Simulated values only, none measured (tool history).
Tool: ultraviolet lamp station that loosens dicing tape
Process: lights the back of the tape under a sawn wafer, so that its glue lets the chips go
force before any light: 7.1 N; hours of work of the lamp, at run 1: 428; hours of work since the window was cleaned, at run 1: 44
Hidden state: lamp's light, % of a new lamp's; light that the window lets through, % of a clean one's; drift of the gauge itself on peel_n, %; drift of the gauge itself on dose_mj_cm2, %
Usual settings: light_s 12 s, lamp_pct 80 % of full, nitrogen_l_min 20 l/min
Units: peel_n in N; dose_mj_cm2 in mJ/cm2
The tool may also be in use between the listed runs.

| run | hour | light_s | lamp_pct | nitrogen_l_min | hours of work of the lamp | hours of work since the window was cleaned | peel_n | dose_mj_cm2 |
|---|---|---|---|---|---|---|---|---|
| 1 | 0 | 12 | 80 | 20 | 428 | 44 | 0.71 | 302 |
| 2 | 35.7 | 12 | 80 | 20 | 450 | 66 | 0.739 | 296 |
| 3 | 58.2 | 12 | 80 | 6 | 463 | 79 | 1.646 | 292 |
| 4 | 83 | 12 | 80 | 6 | 478 | 94 | 1.665 | 291 |
| 5 | 114.8 | 12 | 80 | 6 | 498 | 114 | 1.707 | 285 |
| 6 | 143 | 12 | 80 | 6 | 515 | 131 | 1.793 | 285 |
| 7 | 163.2 | 12 | 80 | 6 | 527 | 143 | 1.824 | 278 |
| 8 | 189.7 | 13 | 80 | 20 | 543 | 159 | 0.707 | 301 |
| 9 | 216.7 | 12 | 80 | 10 | 559 | 175 | 1.378 | 273 |
| 10 | 239.5 | 12 | 80 | 10 | 573 | 189 | 1.381 | 271 |
| 11 | 275.7 | 12 | 80 | 24 | 595 | 211 | 0.788 | 265 |
| 12 | 297.4 | 7 | 92 | 21 | 608 | 224 | 1.697 | 176 |
| 13 | 327.7 | 9 | 76 | 21 | 626 | 242 | 1.572 | 189 |

Measured less the same run without the tool's hidden state. The same run-to-run variation is in both; the gauge's scatter may not be:
| run | peel_n | dose_mj_cm2 |
|---|---|---|
| 1 | +0.163 | -46 |
| 2 | +0.184 | -50 |
| 3 | +0.354 | -54 |
| 4 | +0.378 | -56 |
| 5 | +0.416 | -62 |
| 6 | +0.459 | -65 |
| 7 | +0.485 | -68 |
| 8 | +0.244 | -78 |
| 9 | +0.453 | -75 |
| 10 | +0.474 | -80 |
| 11 | +0.314 | -85 |
| 12 | +0.6 | -58 |
| 13 | +0.593 | -65 |
